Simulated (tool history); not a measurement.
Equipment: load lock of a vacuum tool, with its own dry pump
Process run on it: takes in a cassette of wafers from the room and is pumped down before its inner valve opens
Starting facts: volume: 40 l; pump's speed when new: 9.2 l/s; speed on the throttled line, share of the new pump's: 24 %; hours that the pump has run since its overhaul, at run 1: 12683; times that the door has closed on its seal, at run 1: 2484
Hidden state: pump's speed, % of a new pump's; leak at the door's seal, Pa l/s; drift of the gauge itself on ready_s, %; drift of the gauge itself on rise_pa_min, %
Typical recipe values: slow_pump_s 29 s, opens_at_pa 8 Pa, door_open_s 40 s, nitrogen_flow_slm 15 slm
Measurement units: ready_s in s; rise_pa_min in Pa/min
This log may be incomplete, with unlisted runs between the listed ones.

run      day  slow_pump_s  opens_at_pa  door_open_s  nitrogen_flow_slm  hours that the pump has run since its overhaul  times that the door has closed on its seal  incoming humidity of the room's air, %  ready_s  rise_pa_min
  1        0           29            8           40                 15                                           12683                                        2484                                    46.4     74.5        0.031
  2    9.129           37            8           40                 15                                           12902                                        2991                                    40.4     79.6        0.029
  3   20.558           37            8          109                 15                                           13177                                        3627                                    45.4     79.5        0.042
  4     27.8           29            8           40                 15                                           13350                                        4029                                    45.9       75        0.034
  5   40.212           29            8           40                 15                                           13648                                        4719                                    42.6     76.2         0.03
  6   50.246           29            8           40                 15                                           13889                                        5277                                    44.8     76.4        0.043
      52.454  -- dry pump taken out, an overhauled one fitted
  7   60.808           29            8           40                 15                                             200                                        5850                                    47.2     64.6        0.041
  8   74.325           29            8           40                  9                                             525                                        6602                                    45.2     65.2        0.055
  9   79.808           29            8           40                  9                                             656                                        6906                                    45.1       64        0.059
 10    85.45           29           13           40                 15                                             792                                        7220                                    47.9     62.4        0.053
 11   96.783           29            8           40                 15                                            1064                                        7850                                    46.7     64.3        0.059
 12   108.65           29            8           40                 15                                            1349                                        8510                                    44.8       65        0.054
 13  117.854           29            8           40                 15                                            1570                                        9021                                      45     64.8        0.055
 14  129.067           52            8           40                 15                                            1839                                        9645                                    46.4     81.7        0.061
 15      141           27            8           40                 15                                            2125                                       10308                                    41.8       64        0.065
 16  151.288           29           11           40                 15                                            2372                                       10880                                    45.6       64        0.063
 17  159.967           29           11           40                 15                                            2580                                       11362                                    44.5     64.6        0.073
 18  172.867           29            7           40                 19                                            2890                                       12079                                    44.5     66.2        0.074
 19  182.333           29            7           40                 19                                            3117                                       12605                                    49.8     66.3        0.079
 20  189.608           29            7           87                 11                                            3292                                       13010                                    44.1     66.3        0.088
 21  196.029           29            7           87                 11                                            3446                                       13367                                    44.4     67.2        0.098
 22  204.858           29            8           29                 15                                            3658                                       13858                                    48.1     66.4        0.082
 23  215.229           29            8           29                 15                                            3907                                       14434                                    44.7     65.9        0.082
 24  223.279           29            8           29                 15                                            4100                                       14881                                    48.3     65.9        0.093
 25  228.808           29            8           29                 15                                            4232                                       15189                                    43.6     66.6        0.089
 26   237.65           29            8           29                 15                                            4445                                       15680                                    45.7       67        0.086
 27  248.288           20            8           85                  5                                            4700                                       16271                                      44     59.9        0.129
 28  261.829           20            8           85                  5                                            5025                                       17024                                    45.5     60.8        0.133
 29  272.496           29           11           40                 20                                            5281                                       17617                                    44.6     65.4        0.101
 30  283.483           29            8           40                  5                                            5545                                       18228                                    45.9     67.8        0.134
 31  289.721           29            8           40                  9                                            5694                                       18575                                    48.6       67        0.121
 32  296.175           29            8           79                  4                                            5849                                       18934                                    46.2     68.6        0.154
 33  303.404           29            8           79                  4                                            6023                                       19335                                    43.9       68        0.151

Measured minus without-hidden-state, run by run (identical run-to-run variation in each term; gauge scatter may differ):
run  ready_s  rise_pa_min
  1    +10.9       +0.006
  2    +10.5       +0.007
  3    +10.7        +0.01
  4    +11.7       +0.011
  5    +12.1       +0.014
  6    +12.2       +0.015
  7     +0.4       +0.018
  8     +0.6       +0.021
  9     +0.7       +0.022
 10     +0.7       +0.024
 11       +1       +0.027
 12     +1.1        +0.03
 13     +1.3       +0.032
 14     +1.4       +0.035
 15     +1.6       +0.038
 16     +1.7       +0.041
 17       +2       +0.043
 18     +2.3       +0.049
 19     +2.4       +0.051
 20     +2.5       +0.054
 21     +2.7       +0.056
 22     +2.9       +0.058
 23       +3       +0.062
 24     +3.1       +0.065
 25     +3.2       +0.067
 26     +3.4       +0.071
 27     +3.7       +0.075
 28       +4       +0.078
 29     +3.8       +0.084
 30     +4.3        +0.09
 31     +4.3        +0.09
 32     +4.5       +0.095
 33     +4.7       +0.097

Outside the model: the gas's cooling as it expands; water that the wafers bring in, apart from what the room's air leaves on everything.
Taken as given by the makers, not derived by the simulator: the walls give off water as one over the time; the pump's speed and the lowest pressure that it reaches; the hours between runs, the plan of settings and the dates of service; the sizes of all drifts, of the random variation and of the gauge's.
